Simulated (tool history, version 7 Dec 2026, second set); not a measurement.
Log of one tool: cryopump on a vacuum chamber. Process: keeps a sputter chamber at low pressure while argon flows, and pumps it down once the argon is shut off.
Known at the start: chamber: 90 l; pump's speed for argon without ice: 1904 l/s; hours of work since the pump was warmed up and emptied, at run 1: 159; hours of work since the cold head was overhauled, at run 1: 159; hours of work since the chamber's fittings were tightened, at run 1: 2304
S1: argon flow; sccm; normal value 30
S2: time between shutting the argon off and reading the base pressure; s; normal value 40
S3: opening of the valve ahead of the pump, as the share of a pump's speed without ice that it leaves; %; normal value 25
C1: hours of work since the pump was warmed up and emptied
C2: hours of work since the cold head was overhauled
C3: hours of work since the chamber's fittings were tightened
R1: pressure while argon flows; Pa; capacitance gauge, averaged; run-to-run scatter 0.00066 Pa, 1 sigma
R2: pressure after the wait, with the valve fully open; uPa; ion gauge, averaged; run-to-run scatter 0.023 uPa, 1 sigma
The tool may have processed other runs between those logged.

| run | hour | S1 | S2 | S3 | C1 | C2 | C3 | R1 | R2 |
|---|---|---|---|---|---|---|---|---|---|
| 1 | 0 | 30 | 40 | 25 | 159 | 159 | 2304 | 0.109 | 1.28 |
| 2 | 18.9 | 30 | 40 | 25 | 169 | 169 | 2314 | 0.1088 | 1.29 |
|  | 37.7 | leaking fittings of the chamber tightened, without venting |
| 3 | 39.5 | 30 | 40 | 25 | 178 | 178 | 1 | 0.1073 | 0.82 |
| 4 | 64.6 | 30 | 32 | 25 | 191 | 191 | 14 | 0.1079 | 0.97 |
| 5 | 76.1 | 30 | 40 | 58 | 197 | 197 | 20 | 0.0483 | 0.79 |
| 6 | 87 | 30 | 40 | 58 | 203 | 203 | 26 | 0.0481 | 0.79 |
| 7 | 110.5 | 30 | 40 | 25 | 215 | 215 | 38 | 0.1092 | 0.8 |
| 8 | 122.3 | 30 | 40 | 32 | 221 | 221 | 44 | 0.0862 | 0.8 |
| 9 | 137.7 | 31 | 40 | 25 | 229 | 229 | 52 | 0.1117 | 0.84 |
| 10 | 157.1 | 31 | 40 | 25 | 239 | 239 | 62 | 0.1128 | 0.79 |
| 11 | 181.5 | 30 | 144 | 25 | 252 | 252 | 75 | 0.1113 | 0.38 |
| 12 | 206.1 | 30 | 144 | 25 | 265 | 265 | 87 | 0.1097 | 0.39 |
| 13 | 224.4 | 30 | 144 | 25 | 274 | 274 | 97 | 0.1104 | 0.37 |
| 14 | 243.6 | 30 | 144 | 25 | 284 | 284 | 107 | 0.1102 | 0.4 |
| 15 | 260.4 | 30 | 144 | 25 | 293 | 293 | 116 | 0.1102 | 0.36 |
| 16 | 279.1 | 30 | 144 | 25 | 303 | 303 | 125 | 0.1103 | 0.45 |
| 17 | 301.8 | 30 | 214 | 25 | 314 | 314 | 137 | 0.1104 | 0.39 |
| 18 | 316.4 | 30 | 214 | 25 | 322 | 322 | 145 | 0.1104 | 0.35 |
| 19 | 333 | 30 | 214 | 25 | 331 | 331 | 153 | 0.111 | 0.38 |
| 20 | 355.5 | 30 | 76 | 25 | 342 | 342 | 165 | 0.1105 | 0.59 |
| 21 | 368.1 | 30 | 76 | 25 | 349 | 349 | 172 | 0.1117 | 0.58 |
| 22 | 392.8 | 39 | 31 | 30 | 362 | 362 | 184 | 0.1219 | 1.06 |
| 23 | 418.5 | 39 | 31 | 30 | 375 | 375 | 198 | 0.1219 | 1.02 |
| 24 | 441.4 | 30 | 61 | 25 | 387 | 387 | 210 | 0.1108 | 0.67 |
| 25 | 467.5 | 30 | 173 | 25 | 400 | 400 | 223 | 0.1119 | 0.39 |
| 26 | 483 | 14 | 40 | 26 | 409 | 409 | 231 | 0.051 | 0.88 |
| 27 | 508.4 | 21 | 51 | 25 | 422 | 422 | 244 | 0.0792 | 0.75 |
| 28 | 528.4 | 55 | 23 | 50 | 432 | 432 | 255 | 0.1082 | 1.36 |
| 29 | 541 | 55 | 23 | 50 | 439 | 439 | 261 | 0.1068 | 1.34 |
| 30 | 561.8 | 55 | 23 | 50 | 449 | 449 | 272 | 0.1087 | 1.39 |
| 31 | 581.3 | 56 | 21 | 17 | 460 | 460 | 282 | 0.303 | 1.46 |
| 32 | 603.3 | 56 | 21 | 17 | 471 | 471 | 294 | 0.3045 | 1.43 |

Predict the results of run 33:
| 33 | 617.4 | 56 | 21 | 56 | 478 | 478 | 301 | ? | ? |

{"run 33": {"R1": 0.1021, "R2": 1.46}}
Minus the tool's unlogged condition, the same run would have read R1 0.0898 Pa, R2 1.32 uPa.
